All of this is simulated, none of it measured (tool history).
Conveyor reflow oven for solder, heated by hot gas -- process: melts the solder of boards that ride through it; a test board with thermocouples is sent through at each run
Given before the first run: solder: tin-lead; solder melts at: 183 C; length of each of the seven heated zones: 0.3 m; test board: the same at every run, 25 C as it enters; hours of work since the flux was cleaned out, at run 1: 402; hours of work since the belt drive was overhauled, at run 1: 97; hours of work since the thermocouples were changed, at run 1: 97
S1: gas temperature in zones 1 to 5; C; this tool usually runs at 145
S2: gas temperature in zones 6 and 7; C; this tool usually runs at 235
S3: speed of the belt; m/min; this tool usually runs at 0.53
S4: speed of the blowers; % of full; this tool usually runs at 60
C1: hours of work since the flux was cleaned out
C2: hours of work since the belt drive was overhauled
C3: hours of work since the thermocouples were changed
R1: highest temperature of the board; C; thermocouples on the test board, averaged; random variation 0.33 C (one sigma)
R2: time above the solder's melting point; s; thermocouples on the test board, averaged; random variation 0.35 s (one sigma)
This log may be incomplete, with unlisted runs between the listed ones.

run	day	S1	S2	S3	S4	C1	C2	C3	R1	R2
1	0	145	235	0.53	60	402	97	97	209.8	45.5
# day 1.588: flux residue cleaned out of gas plates and filters
2	1.95	145	235	0.53	88	4	115	115	214.2	49
3	4.521	145	235	0.53	88	30	142	142	214.4	49.8
4	5.629	145	235	0.53	88	42	153	153	213.5	49.6
5	6.838	145	235	0.53	88	54	166	166	213.6	49.9
6	7.904	145	235	0.53	60	65	177	177	207.6	43.3
7	10.279	136	235	0.53	60	90	201	201	204.1	37
# day 11.558: flux residue cleaned out of gas plates and filters, once more
8	12.929	136	235	0.53	73	14	227	227	216.8	50.2
9	14.783	144	235	0.53	73	33	246	246	218	53.2
10	17.083	151	235	0.53	73	57	270	270	219.1	57
11	19.171	157	235	0.53	73	79	291	291	220.1	60
12	21.004	157	235	0.53	73	98	310	310	220.1	60
13	23.417	145	235	0.601	60	123	335	335	208.7	38.8
14	25.946	145	235	0.601	60	149	362	362	208.2	39.1
15	28.088	145	235	0.601	60	171	384	384	208.5	38.8
16	30.488	149	229	0.53	60	196	409	409	209.2	47.6
17	32.625	149	229	0.53	60	218	431	431	209.8	47.7
18	34.675	149	229	0.53	60	240	452	452	209.5	47.3
19	36.679	145	239	0.53	82	260	473	473	221.3	56.6
20	38.325	145	235	0.609	54	278	490	490	204.2	34.1
21	40.721	153	244	0.548	61	302	515	515	221.1	56.5
22	42.833	153	244	0.511	61	324	537	537	223.4	62.5

The next listed run, before its measurement:
23	43.988	153	244	0.511	61	336	549	549	?	?

For run 23 the tool returned R1 223.4 C, R2 61.9 s.
With no hidden state in the tool, this same run would have given R1 224.7 C, R2 62 s.
